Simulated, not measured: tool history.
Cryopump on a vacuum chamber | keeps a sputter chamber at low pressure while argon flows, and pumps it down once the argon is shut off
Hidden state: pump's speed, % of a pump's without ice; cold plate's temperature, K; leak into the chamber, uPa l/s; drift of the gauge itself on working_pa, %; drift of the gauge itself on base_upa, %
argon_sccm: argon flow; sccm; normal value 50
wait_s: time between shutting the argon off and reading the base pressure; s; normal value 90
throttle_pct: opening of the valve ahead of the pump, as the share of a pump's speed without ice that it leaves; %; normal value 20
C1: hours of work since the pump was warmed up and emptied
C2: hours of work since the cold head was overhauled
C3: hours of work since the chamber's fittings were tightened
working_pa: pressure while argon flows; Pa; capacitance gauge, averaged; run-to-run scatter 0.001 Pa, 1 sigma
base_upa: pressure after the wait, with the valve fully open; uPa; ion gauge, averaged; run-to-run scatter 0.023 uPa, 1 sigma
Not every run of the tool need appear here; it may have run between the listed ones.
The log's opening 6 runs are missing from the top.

Run 7, hour 526.4: usual settings but wait_s 21 s; C1 241; C2 1721; C3 1509. Result: working_pa 0.2706 Pa, base_upa 5.3 uPa.
At hour 574: leaking fittings of the chamber tightened, without venting.
Run 8, hour 638: usual settings but argon_sccm 62 sccm; C1 322; C2 1801; C3 47. Result: working_pa 0.3429 Pa, base_upa 0.97 uPa.
At hour 672.5: pump warmed up, emptied and cooled again.
Run 9, hour 731.9: usual settings but argon_sccm 48 sccm; C1 44; C2 1867; C3 113. Result: working_pa 0.2572 Pa, base_upa 1 uPa.
Run 10, hour 803.5: usual settings but argon_sccm 48 sccm; C1 96; C2 1920; C3 165. Result: working_pa 0.2591 Pa, base_upa 1.06 uPa.
Run 11, hour 924.1: usual settings but argon_sccm 48 sccm; C1 185; C2 2008; C3 254. Result: working_pa 0.2613 Pa, base_upa 1.32 uPa.
Run 12, hour 998.8: usual settings but argon_sccm 48 sccm; C1 240; C2 2063; C3 309. Result: working_pa 0.2613 Pa, base_upa 1.4 uPa.
Run 13, hour 1066.6: usual settings but argon_sccm 48 sccm; C1 290; C2 2113; C3 359. Result: working_pa 0.265 Pa, base_upa 1.47 uPa.
At hour 1146.5: pump warmed up, emptied and cooled again.
Run 14, hour 1178.2: usual settings but argon_sccm 48 sccm; C1 23; C2 2192; C3 438. Result: working_pa 0.2558 Pa, base_upa 1.55 uPa.
Run 15, hour 1293.8: usual settings but argon_sccm 48 sccm; C1 108; C2 2277; C3 523. Result: working_pa 0.2589 Pa, base_upa 1.69 uPa.
Run 16, hour 1377.1: usual settings; C1 170; C2 2338; C3 584. Result: working_pa 0.2712 Pa, base_upa 1.81 uPa.
Run 17, hour 1477: usual settings; C1 243; C2 2412; C3 658. Result: working_pa 0.2721 Pa, base_upa 2.03 uPa.
Run 18, hour 1598.6: usual settings but argon_sccm 69 sccm, throttle_pct 50 %; C1 333; C2 2502; C3 747. Result: working_pa 0.1617 Pa, base_upa 2.27 uPa.
At hour 1620.4: pump warmed up, emptied and cooled again.
Run 19, hour 1696.2: usual settings but argon_sccm 69 sccm, throttle_pct 50 %; C1 56; C2 2570; C3 816. Result: working_pa 0.1517 Pa, base_upa 2.1 uPa.
Run 20, hour 1810.3: usual settings but argon_sccm 61 sccm, throttle_pct 49 %; C1 140; C2 2654; C3 900. Result: working_pa 0.1379 Pa, base_upa 2.36 uPa.
Run 21, hour 1873: usual settings but argon_sccm 61 sccm, throttle_pct 49 %; C1 186; C2 2700; C3 946. Result: working_pa 0.1394 Pa, base_upa 2.45 uPa.
Run 22, hour 1945.1: usual settings but throttle_pct 55 %; C1 239; C2 2753; C3 999. Result: working_pa 0.1036 Pa, base_upa 2.64 uPa.
Run 23, hour 2009.5: usual settings but throttle_pct 55 %; C1 287; C2 2801; C3 1046. Result: working_pa 0.1064 Pa, base_upa 2.79 uPa.
At hour 2087.7: pump warmed up, emptied and cooled again.
Run 24, hour 2134: usual settings but throttle_pct 55 %; C1 34; C2 2889; C3 1134. Result: working_pa 0.0991 Pa, base_upa 2.6 uPa.
Run 25, hour 2200: usual settings but argon_sccm 65 sccm, wait_s 30 s, throttle_pct 28 %; C1 83; C2 2937; C3 1183. Result: working_pa 0.2508 Pa, base_upa 3.82 uPa.
Run 26, hour 2312.8: usual settings but argon_sccm 47 sccm, wait_s 124 s; C1 166; C2 3020; C3 1266. Result: working_pa 0.2539 Pa, base_upa 2.9 uPa.
Run 27, hour 2369.8: usual settings but wait_s 215 s; C1 208; C2 3062; C3 1308. Result: working_pa 0.2719 Pa, base_upa 2.83 uPa.

Forecast run 28:
Run 28, hour 2430.5: usual settings but argon_sccm 69 sccm, wait_s 125 s, throttle_pct 18 %; C1 252; C2 3107; C3 1353. Result: working_pa ?, base_upa ?.

Run 28 gave working_pa 0.4179 Pa, base_upa 3.12 uPa.
Had the tool carried no hidden state, the very same run would have given working_pa 0.406 Pa, base_upa 0.59 uPa.
